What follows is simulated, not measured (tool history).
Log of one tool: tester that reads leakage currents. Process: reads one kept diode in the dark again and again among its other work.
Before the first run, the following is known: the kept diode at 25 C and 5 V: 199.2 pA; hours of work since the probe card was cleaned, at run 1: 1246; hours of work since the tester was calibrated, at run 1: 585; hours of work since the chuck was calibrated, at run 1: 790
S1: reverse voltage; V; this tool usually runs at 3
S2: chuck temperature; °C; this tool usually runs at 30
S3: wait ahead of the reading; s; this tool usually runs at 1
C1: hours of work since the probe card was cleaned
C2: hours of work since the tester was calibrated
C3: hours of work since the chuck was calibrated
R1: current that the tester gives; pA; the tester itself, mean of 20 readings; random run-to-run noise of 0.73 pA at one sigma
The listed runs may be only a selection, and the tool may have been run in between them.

run      day     S1  S2    S3    C1    C2    C3       R1
  1        0      3  30     1  1246   585   790   229.25
  2    7.312      3  29     1  1325   665   870   208.31
  3   17.321      3  30     1  1433   773   978   226.49
  4   26.938      3  30  3.72  1537   877  1082   223.24
  5   37.679      3  30     1  1653   993  1198   223.19
  6   44.229      3  30     1  1724  1064  1269   221.25
  7   50.012      3  30     1  1787  1127  1332   221.04
  8   55.279      3  30     1  1844  1184  1389    219.7
  9   60.417      3  30     1  1899  1239  1444    219.4
 10   70.367      3  30     1  2007  1347  1552   216.79
 11     77.1      3  30     1  2080  1420  1625   216.77
 12   87.846      3  30     1  2196  1536  1741   215.42
      92.104  -- probe card cleaned and baked
 13   99.592      3  30     1    81  1662  1867   205.44
 14  111.246      3  30     1   207  1788  1993   202.49
 15  117.683      3  30     1   277  1857  2062   202.19
 16  123.983      3  30     1   345  1926  2131   200.11
 17  130.333      3  30     1   414  1994  2199   200.08
 18  135.671      3  30     1   471  2052  2257   198.43
 19  143.308      3  30     1   554  2135  2340   197.63
 20  153.029      3  30     1   659  2240  2445   196.56
     155.688  -- chuck's temperature calibrated
 21  162.775      3  22  7.12   764  2344    77    120.4
 22  171.171   4.73  38  6.48   855  2435   168   628.73
 23  182.112   2.63  47     1   973  2554   286   963.11
     185.788  -- tester calibrated
 24  190.079   2.63  47     1  1058    46   371   951.86
 25  197.354   4.18  49   4.5  1137   125   450  1408.49
 26  205.679   4.18  49   4.5  1227   215   540  1404.18
 27   211.45  13.33  21  2.21  1290   278   602   239.58
 28  222.712  13.33  21  2.21  1411   400   724   240.32
 29  229.388   1.49  22  0.62  1484   472   797     77.9
 30  236.021   1.49  22  0.62  1555   544   868    77.88
 31  247.458   3.04  42  2.45  1679   667   992   647.99
 32  253.696   3.04  42  2.45  1747   735  1060   646.33
 33  262.671   3.04  42  2.45  1844   832  1157   643.96
 34      273  19.71  20  6.24  1956   944  1268   277.03
 35  284.112  19.71  20  6.24  2076  1064  1389   277.36
 36  289.271   1.87  41  2.66  2132  1120  1445   448.54
     299.579  -- probe card cleaned and baked
 37  300.579   1.49  55   3.1    11  1241  1566  1217.86
 38  309.583   1.49  55   3.1   108  1338  1663  1203.67
 39  320.088  10.44  29  4.22   222  1452  1777   370.92

Alternative continuations, all from the tool just after run 39; predict every row:
  A  331.629  18.28  46     1  347  1577  1902   ?
  B  331.629      3  30  0.59  347  1577  1902   ?
  C  331.629  10.32  49     1  347  1577  1902   ?

run       R1
  A   2130.9
  B   210.12
  C  2023.95
Had the tool no hidden state, the same runs would have come out as:
run       R1
  A  2423.78
  B   241.97
  C  2299.82
